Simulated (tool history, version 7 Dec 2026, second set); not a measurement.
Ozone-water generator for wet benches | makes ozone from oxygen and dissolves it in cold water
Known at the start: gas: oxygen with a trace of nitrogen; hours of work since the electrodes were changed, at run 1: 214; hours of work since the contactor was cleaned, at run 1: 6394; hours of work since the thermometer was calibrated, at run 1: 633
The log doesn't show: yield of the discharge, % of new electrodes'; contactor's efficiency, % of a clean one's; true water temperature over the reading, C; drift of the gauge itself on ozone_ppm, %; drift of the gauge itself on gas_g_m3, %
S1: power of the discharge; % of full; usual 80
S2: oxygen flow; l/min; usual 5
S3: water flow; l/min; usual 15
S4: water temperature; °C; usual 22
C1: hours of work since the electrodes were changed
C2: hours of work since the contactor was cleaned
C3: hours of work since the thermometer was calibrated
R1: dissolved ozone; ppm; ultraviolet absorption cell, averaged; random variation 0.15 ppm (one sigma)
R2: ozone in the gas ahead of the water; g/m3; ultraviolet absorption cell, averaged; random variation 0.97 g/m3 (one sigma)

run 1 hour=0 | S1=80 S2=5 S3=15 S4=22 | C1=214 C2=6394 C3=633 | R1=19 R2=168.3
run 2 hour=26.9 | S1=80 S2=5 S3=15 S4=22 | C1=231 C2=6411 C3=650 | R1=18.7 R2=167.1
run 3 hour=59.6 | S1=80 S2=5 S3=15 S4=22 | C1=252 C2=6432 C3=671 | R1=19.2 R2=166.4
run 4 hour=91.7 | S1=80 S2=5 S3=15 S4=22 | C1=272 C2=6453 C3=692 | R1=19.3 R2=166.3
run 5 hour=125.6 | S1=80 S2=5 S3=15 S4=22 | C1=294 C2=6475 C3=714 | R1=18.8 R2=166
run 6 hour=162.3 | S1=80 S2=5 S3=15 S4=22 | C1=318 C2=6498 C3=737 | R1=19 R2=166
run 7 hour=178.6 | S1=80 S2=3.91 S3=15 S4=22 | C1=328 C2=6509 C3=748 | R1=18.7 R2=188.1
run 8 hour=203 | S1=83 S2=3.91 S3=15 S4=22 | C1=344 C2=6524 C3=763 | R1=19.4 R2=191
run 9 hour=219 | S1=83 S2=3.91 S3=15 S4=22 | C1=354 C2=6535 C3=774 | R1=19.2 R2=188.8
run 10 hour=242.9 | S1=83 S2=3.91 S3=15 S4=22 | C1=370 C2=6550 C3=789 | R1=19.3 R2=191.2
run 11 hour=267.3 | S1=83 S2=3.91 S3=15 S4=22 | C1=385 C2=6566 C3=805 | R1=19.3 R2=189.9
run 12 hour=302.8 | S1=80 S2=5.08 S3=15 S4=22 | C1=408 C2=6588 C3=827 | R1=19.2 R2=163.7
run 13 hour=317.9 | S1=45 S2=7.33 S3=15 S4=20 | C1=418 C2=6598 C3=837 | R1=13.6 R2=94.9
run 14 hour=333 | S1=45 S2=7.33 S3=15 S4=20 | C1=427 C2=6608 C3=847 | R1=13.2 R2=95
run 15 hour=364.5 | S1=61 S2=3.11 S3=9 S4=15 | C1=448 C2=6628 C3=867 | R1=25.1 R2=172.1

Some steps in R2 between neighbouring runs. How much of each would the tool show without its hidden state too (settings, what came in, random variation), and how much is left for the hidden state, with any gauge scatter that isn't in both results?
Run 14 -> 15: S1 45 -> 61, S2 7.33 -> 3.11, S3 15 -> 9, S4 20 -> 15. R2 +77.1 g/m3: hidden state -0.9, all else +78.
